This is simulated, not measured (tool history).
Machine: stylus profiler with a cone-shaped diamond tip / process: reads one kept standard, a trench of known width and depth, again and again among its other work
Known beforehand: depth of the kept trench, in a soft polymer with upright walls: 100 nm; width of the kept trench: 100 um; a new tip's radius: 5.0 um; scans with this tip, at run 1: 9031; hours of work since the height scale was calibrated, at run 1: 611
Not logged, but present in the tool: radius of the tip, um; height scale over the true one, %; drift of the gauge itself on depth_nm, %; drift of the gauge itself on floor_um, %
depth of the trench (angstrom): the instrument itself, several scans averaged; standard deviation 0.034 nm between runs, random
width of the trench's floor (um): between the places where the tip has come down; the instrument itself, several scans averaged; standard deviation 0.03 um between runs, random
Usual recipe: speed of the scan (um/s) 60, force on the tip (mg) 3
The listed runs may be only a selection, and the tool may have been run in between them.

run	hour	speed of the scan (um/s)	force on the tip (mg)	scans with this tip	hours of work since the height scale was calibrated	depth of the trench (angstrom)	width of the trench's floor (um)
1	0	60	3	9031	611	1005.3	97.64
2	24.7	60	3	9260	626	1004.7	97.65
3	51.1	60	3	9505	643	1005.3	97.72
4	76.7	60	1.04	9742	659	1001.1	97.56
5	102	60	1.04	9976	675	1001.5	97.54
6	124.5	60	1.04	10186	689	1002	97.54
7	148.6	60	3	10409	704	1005.7	97.63
8	170.6	60	4.93	10613	718	1007.5	97.68
9	185.2	60	3	10749	727	1005.3	97.67
10	205.9	60	3	10940	740	1004.9	97.63
11	226.6	216	3	11133	753	1004.9	97.22
12	242	60	7.46	11276	762	1011.3	97.71
13	254	60	7.46	11386	770	1010.6	97.74
14	277	84	7.46	11600	784	1010.8	97.68
15	301.5	84	7.46	11827	800	1010.8	97.69
16	319.9	84	7.46	11998	811	1010.8	97.63
17	344.3	84	7.46	12224	826	1010.8	97.66
18	357.4	198	3	12345	835	1004.2	97.29
19	378.1	60	1.75	12538	848	1002.8	97.54
20	401.7	60	1.91	12757	863	1003.3	97.58
21	420.2	54	1.91	12928	874	1002.5	97.65
22	439.1	60	3	13104	886	1004.4	97.61
23	453.9	60	3	13241	895	1004.3	97.56
24	472.8	68	3	13416	907	1004.7	97.57
25	485.6	161	5.81	13535	915	1008.4	97.45
26	502.8	161	5.81	13694	926	1008	97.49
# hour 504.5: height scale calibrated on a step standard
27	526.1	28	7.42	13905	14	1009.7	97.66
28	545.8	64	2.75	14089	26	1003.7	97.55
29	563.5	36	2.75	14252	37	1003.6	97.66
30	586	36	2.75	14461	51	1002.7	97.57
31	610.9	40	8.3	14692	67	1010.6	97.67
# hour 612.9: height scale calibrated on a step standard, once more
32	623.5	24	4.96	14804	7	1010.1	97.73
33	646.5	24	4.96	15017	21	1009.9	97.71
34	663.8	149	1.21	15178	32	1003.8	97.14
35	686.1	25	1.42	15385	46	1004.2	97.63
36	706.2	171	1.71	15572	59	1004.9	97.08
37	726.3	171	1.71	15758	71	1004.3	97.14
38	749.3	171	1.71	15971	86	1005	97.11
39	773.3	239	1.81	16193	101	1005	96.91
40	791.6	105	1.64	16363	112	1004.5	97.27
41	813.3	158	8.73	16565	126	1014	97.45
42	828.5	158	8.73	16706	135	1013.7	97.47
43	845.5	48	2.02	16864	146	1005.1	97.52
44	869	48	2.02	17081	161	1005.6	97.55
45	885.7	201	5.66	17236	171	1010.7	97.33
46	902.4	201	5.66	17391	182	1010.2	97.36
47	925.9	42	4.09	17609	196	1007.5	97.6

3 ways to go on from here, each from the tool as it stands after run 47. What would each give?
A	939.7	54	3	17737	205	?	?
B	939.7	60	1.95	17737	205	?	?
C	939.7	89	1.52	17737	205	?	?

run	depth of the trench (angstrom)	width of the trench's floor (um)
A	1006.7	97.5
B	1004.8	97.47
C	1004	97.4
With no hidden state in the tool, these same runs would have given:
run	depth of the trench (angstrom)	width of the trench's floor (um)
A	1007.2	97.83
B	1005.3	97.8
C	1004.5	97.73
